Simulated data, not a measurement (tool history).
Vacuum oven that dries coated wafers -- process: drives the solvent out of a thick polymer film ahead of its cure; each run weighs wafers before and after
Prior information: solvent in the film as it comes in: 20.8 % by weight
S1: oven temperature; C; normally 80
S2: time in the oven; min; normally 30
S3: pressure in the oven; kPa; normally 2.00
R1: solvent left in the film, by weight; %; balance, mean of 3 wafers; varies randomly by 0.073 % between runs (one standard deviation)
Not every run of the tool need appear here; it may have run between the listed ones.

Run 1, day 0.000: usual settings. Result: R1 5.59 %.
Run 2, day 2.317: usual settings but S1 70 C. Result: R1 10.02 %.
Run 3, day 4.129: usual settings but S1 79 C. Result: R1 6.15 %.
Run 4, day 6.283: usual settings but S1 79 C. Result: R1 6.17 %.
Run 5, day 7.983: usual settings but S1 79 C. Result: R1 6.19 %.
Run 6, day 10.329: usual settings but S1 79 C. Result: R1 6.11 %.
Run 7, day 13.221: usual settings but S1 79 C. Result: R1 6.20 %.
Run 8, day 16.292: usual settings but S1 79 C. Result: R1 6.17 %.
Run 9, day 18.079: usual settings but S1 79 C. Result: R1 6.32 %.
Run 10, day 21.721: usual settings. Result: R1 5.77 %.
Run 11, day 23.488: usual settings. Result: R1 5.96 %.
Run 12, day 25.975: usual settings. Result: R1 5.99 %.
Run 13, day 28.775: usual settings. Result: R1 5.80 %.
Run 14, day 30.392: usual settings. Result: R1 5.75 %.
Run 15, day 32.192: usual settings. Result: R1 6.01 %.
Run 16, day 34.154: usual settings. Result: R1 5.84 %.
Run 17, day 36.154: usual settings. Result: R1 6.04 %.
Run 18, day 38.754: usual settings. Result: R1 5.95 %.
Run 19, day 41.646: usual settings but S3 6.79 kPa. Result: R1 9.16 %.
At day 42.050: oven's thermocouples calibrated.
At day 43.867: vacuum gauge cleaned of residue and calibrated.
Run 20, day 44.558: usual settings. Result: R1 6.19 %.
Run 21, day 47.512: usual settings but S1 69 C. Result: R1 11.08 %.
At day 47.862: oven's thermocouples calibrated, once more.
Run 22, day 50.896: usual settings. Result: R1 5.36 %.
Run 23, day 53.358: usual settings but S2 20 min. Result: R1 7.68 %.
Run 24, day 56.783: usual settings but S2 26 min. Result: R1 5.94 %.
Run 25, day 59.192: usual settings but S1 82 C, S2 20 min, S3 1.41 kPa. Result: R1 6.33 %.
Run 26, day 62.458: usual settings but S1 72 C, S2 32 min, S3 1.01 kPa. Result: R1 8.11 %.
Run 27, day 64.967: usual settings but S1 77 C, S2 23 min, S3 1.68 kPa. Result: R1 8.05 %.
Run 28, day 66.504: usual settings but S1 84 C, S3 6.94 kPa. Result: R1 6.83 %.
Run 29, day 69.808: usual settings but S1 84 C, S3 6.94 kPa. Result: R1 6.74 %.
Run 30, day 71.888: usual settings but S1 67 C, S2 26 min, S3 3.00 kPa. Result: R1 12.61 %.

Run 31 comes next. What will it give?
Run 31, day 73.746: usual settings but S1 67 C, S2 26 min, S3 3.00 kPa. Result: R1 ?.

R1: 12.76 %
Minus the tool's unlogged condition, the same run would have read R1 12.58 %.

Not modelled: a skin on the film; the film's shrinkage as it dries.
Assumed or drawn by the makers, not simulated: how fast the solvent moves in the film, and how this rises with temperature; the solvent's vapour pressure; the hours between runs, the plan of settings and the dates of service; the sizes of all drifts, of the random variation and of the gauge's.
